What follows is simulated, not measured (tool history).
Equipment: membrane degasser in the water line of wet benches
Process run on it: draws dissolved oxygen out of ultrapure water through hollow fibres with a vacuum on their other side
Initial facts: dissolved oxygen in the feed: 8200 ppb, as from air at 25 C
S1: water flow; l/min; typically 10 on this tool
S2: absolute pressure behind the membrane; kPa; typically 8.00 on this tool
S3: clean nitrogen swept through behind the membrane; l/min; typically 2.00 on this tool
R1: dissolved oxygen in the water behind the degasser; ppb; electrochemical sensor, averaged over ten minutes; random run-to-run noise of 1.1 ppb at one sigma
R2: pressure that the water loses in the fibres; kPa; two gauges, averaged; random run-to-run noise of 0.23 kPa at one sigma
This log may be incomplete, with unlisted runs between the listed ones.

| run | hour | S1 | S2 | S3 | R1 | R2 |
|---|---|---|---|---|---|---|
| 1 | 0.0 | 10 | 8.00 | 2.00 | 117.7 | 60.76 |
| 2 | 193.7 | 10 | 8.00 | 2.00 | 120.1 | 60.91 |
| 3 | 313.4 | 13 | 8.00 | 2.00 | 201.2 | 79.89 |
| 4 | 489.2 | 13 | 8.00 | 2.00 | 200.2 | 79.91 |
| 5 | 590.8 | 13 | 8.00 | 2.00 | 200.8 | 79.66 |
| 6 | 712.1 | 13 | 7.56 | 2.00 | 195.8 | 78.92 |
|  | 729.1 | vacuum gauge calibrated |
| 7 | 863.9 | 10 | 8.00 | 3.32 | 98.7 | 60.78 |
| 8 | 1083.5 | 10 | 8.00 | 3.32 | 97.2 | 61.68 |
| 9 | 1203.1 | 10 | 8.00 | 3.32 | 97.1 | 61.65 |

Run 10 is up next; what results do you expect?
| 10 | 1367.4 | 7 | 4.92 | 2.34 | ? | ? |

Run 10 yielded R1 32.8 ppb, R2 43.27 kPa.
If the tool had no hidden condition, the same run with the same run-to-run variation would have returned R1 26.1 ppb, R2 41.13 kPa.

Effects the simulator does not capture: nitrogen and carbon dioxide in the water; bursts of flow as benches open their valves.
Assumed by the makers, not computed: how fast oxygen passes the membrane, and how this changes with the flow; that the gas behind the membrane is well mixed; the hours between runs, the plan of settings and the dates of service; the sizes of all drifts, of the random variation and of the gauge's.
